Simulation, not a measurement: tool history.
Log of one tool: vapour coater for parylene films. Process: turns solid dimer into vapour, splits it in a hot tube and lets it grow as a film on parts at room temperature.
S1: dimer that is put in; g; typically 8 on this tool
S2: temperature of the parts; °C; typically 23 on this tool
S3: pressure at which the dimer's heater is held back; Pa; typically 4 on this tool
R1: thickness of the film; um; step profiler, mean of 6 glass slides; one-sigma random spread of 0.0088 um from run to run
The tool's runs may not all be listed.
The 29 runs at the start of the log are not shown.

run   hour  S1  S2     S3     R1
 30  559.7   8  18    3.7  2.197
 31  577.2   3  18    3.7  0.832
 32  591.2   6  18    3.7   1.66
 33  605.6   3  19   2.15  0.881
 34  622.7   3  19   2.15  0.873
 35  650.4   8  19   6.62  1.877
 36  670.2   8  22   8.26  1.659
 37  686.2   8  23   5.87  1.754
 38    702   8  23   5.87  1.753
 39  717.2   8  23   5.87  1.758
 40  736.7  11  26    9.5  2.005
 41  758.9   4  33      4  0.782
 42  781.3   4  33      4  0.782
 43  794.7   5  28   5.91  0.996
 44  822.5   5  35  11.86  0.734
 45  839.2   8  23   2.55   2.16
 46  859.9   9  20   3.71   2.35
 47  888.2   9  20   3.71  2.346

Alternative continuations, all from the tool just after run 47; predict every row:
  A  907.5   8  32     4   ?
  B  907.5   8  31  3.89   ?
  C  907.5   3  23     4   ?

run     R1
  A  1.578
  B  1.628
  C  0.709
Had the tool no hidden state, the same runs would have come out as:
run     R1
  A  1.606
  B  1.656
  C  0.722

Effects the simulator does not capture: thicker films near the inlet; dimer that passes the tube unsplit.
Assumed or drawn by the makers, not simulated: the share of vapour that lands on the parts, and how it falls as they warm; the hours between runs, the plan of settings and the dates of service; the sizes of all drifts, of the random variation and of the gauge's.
